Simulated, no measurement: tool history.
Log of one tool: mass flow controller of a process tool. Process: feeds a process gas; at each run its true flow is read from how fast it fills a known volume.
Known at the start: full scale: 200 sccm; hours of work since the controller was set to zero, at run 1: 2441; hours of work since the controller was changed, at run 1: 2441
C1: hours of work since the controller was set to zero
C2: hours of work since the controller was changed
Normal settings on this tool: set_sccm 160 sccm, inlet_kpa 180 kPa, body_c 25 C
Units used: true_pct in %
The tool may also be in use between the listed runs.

Run 1, hour 0: usual settings; C1 2441; C2 2441. Result: true_pct 99.72 %.
Run 2, hour 152.8: usual settings; C1 2491; C2 2491. Result: true_pct 99.75 %.
Run 3, hour 283.2: usual settings but inlet_kpa 210 kPa; C1 2534; C2 2534. Result: true_pct 99.68 %.
Run 4, hour 521.4: usual settings but inlet_kpa 210 kPa, body_c 26 C; C1 2613; C2 2613. Result: true_pct 99.75 %.
Run 5, hour 731.2: usual settings but inlet_kpa 210 kPa, body_c 26 C; C1 2682; C2 2682. Result: true_pct 99.7 %.
Run 6, hour 946.8: usual settings but inlet_kpa 210 kPa, body_c 26 C; C1 2754; C2 2754. Result: true_pct 99.72 %.
Run 7, hour 1128.8: usual settings but inlet_kpa 166 kPa, body_c 26 C; C1 2814; C2 2814. Result: true_pct 99.96 %.
Run 8, hour 1320.7: usual settings but set_sccm 126 sccm, inlet_kpa 196 kPa; C1 2877; C2 2877. Result: true_pct 99.19 %.
Run 9, hour 1522.4: usual settings but set_sccm 126 sccm, inlet_kpa 234 kPa, body_c 34 C; C1 2944; C2 2944. Result: true_pct 99.71 %.

What does the tool deliver on the next run?
Run 10, hour 1694.4: usual settings but set_sccm 170 sccm, inlet_kpa 188 kPa, body_c 38 C; C1 3001; C2 3001. Result: true_pct ?.

{"run 10": {"true_pct": 101.56}}
On a tool with no hidden condition, and with the same random variation, this run would have come out at true_pct 101.29 %.

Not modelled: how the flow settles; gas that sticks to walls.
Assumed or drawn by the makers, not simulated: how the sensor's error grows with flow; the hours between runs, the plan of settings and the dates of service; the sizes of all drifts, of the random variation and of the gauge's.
